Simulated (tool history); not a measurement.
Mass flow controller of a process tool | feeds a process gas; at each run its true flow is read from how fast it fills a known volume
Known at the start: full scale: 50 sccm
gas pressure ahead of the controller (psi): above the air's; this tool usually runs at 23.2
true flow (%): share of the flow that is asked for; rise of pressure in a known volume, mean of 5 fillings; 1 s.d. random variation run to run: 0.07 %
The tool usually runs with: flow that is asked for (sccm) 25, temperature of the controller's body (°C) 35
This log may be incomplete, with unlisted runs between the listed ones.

run    hour  flow that is asked for (sccm)  gas pressure ahead of the controller (psi)  temperature of the controller's body (°C)  true flow (%)
  1     0.0                             25                                        23.2                                         35          99.74
  2    75.7                             25                                        23.2                                         35          99.81
  3   143.6                             25                                        23.2                                         35          99.76
  4   212.7                             25                                        23.2                                         35          99.87
  5   278.7                             25                                        23.2                                         35          99.85
  6   351.0                             25                                        23.2                                         35          99.83
  7   395.8                             25                                        23.2                                         35          99.92
  8   440.0                             25                                        23.2                                         35          99.96
  9   514.4                             25                                        23.2                                         35         100.02
 10   565.9                             25                                        23.2                                         35         100.03
 11   603.5                             25                                        23.2                                         35         100.07
 12   657.3                             25                                        23.2                                         35         100.20
 13   708.3                             25                                        23.2                                         35         100.25
 14   748.5                             25                                        30.9                                         35          99.81
 15   786.4                             25                                        23.2                                         23         100.52
 16   859.3                             25                                        23.2                                         23         100.47
 17   890.8                             40                                        23.2                                         35         100.51
 18   944.1                             40                                        23.2                                         35         100.61
 19  1019.0                             25                                        23.2                                         35         100.30
 20  1089.4                             25                                        23.2                                         35         100.30
 21  1137.2                             25                                        23.2                                         35         100.44
 22  1207.0                             25                                        23.2                                         35         100.43
 23  1239.2                             25                                        23.2                                         35         100.46
 24  1305.7                             25                                        23.2                                         35         100.41
 25  1357.4                              8                                        23.2                                         28         102.23
 26  1420.6                              8                                        23.2                                         28         102.28
 27  1495.0                             25                                        39.6                                         24         100.04
 28  1528.4                              6                                        30.9                                         35         102.98
 29  1567.5                             31                                        31.9                                         21         100.56
 30  1623.6                              8                                        23.5                                         35         102.46
 31  1666.5                             32                                        23.2                                         35         100.73
 32  1698.0                             13                                        33.1                                         26         101.01
 33  1752.7                             43                                        33.1                                         26         100.76
 34  1798.4                             12                                        23.2                                         24         101.98
 35  1836.7                             12                                        25.5                                         25         101.91
 36  1889.4                             12                                        25.5                                         25         101.89
 37  1958.4                             15                                        23.2                                         38         101.23
 38  2034.3                             15                                        23.2                                         38         101.39
 39  2079.0                             10                                        24.8                                         25         102.68
 40  2120.2                             35                                        25.1                                         40         100.73
 41  2174.4                             13                                        24.7                                         37         101.85
 42  2246.1                             25                                        22.0                                         32         101.33
 43  2320.5                             12                                        25.7                                         28         102.28
 44  2391.4                              8                                        25.7                                         30         103.64
 45  2424.0                              8                                        25.7                                         31         103.79
 46  2474.0                              8                                        25.7                                         33         103.83
 47  2547.4                             24                                        23.6                                         30         101.44
 48  2619.0                             24                                        23.6                                         30         101.57

Forecast each of these 5 alternatives for the next run:
  A  2670.3                             24                                        28.6                                         30              ?
  B  2670.3                             18                                        23.6                                         39              ?
  C  2670.3                             30                                        28.0                                         35              ?
  D  2670.3                             10                                        35.4                                         32              ?
  E  2670.3                             24                                        23.6                                         39              ?

run  true flow (%)
  A         101.24
  B         101.75
  C         101.17
  D         102.61
  E         101.42
The same runs, with their run-to-run variation unchanged, on a tool lacking any hidden condition would have given:
run  true flow (%)
  A          98.92
  B          98.89
  C          99.17
  D          98.03
  E          99.10
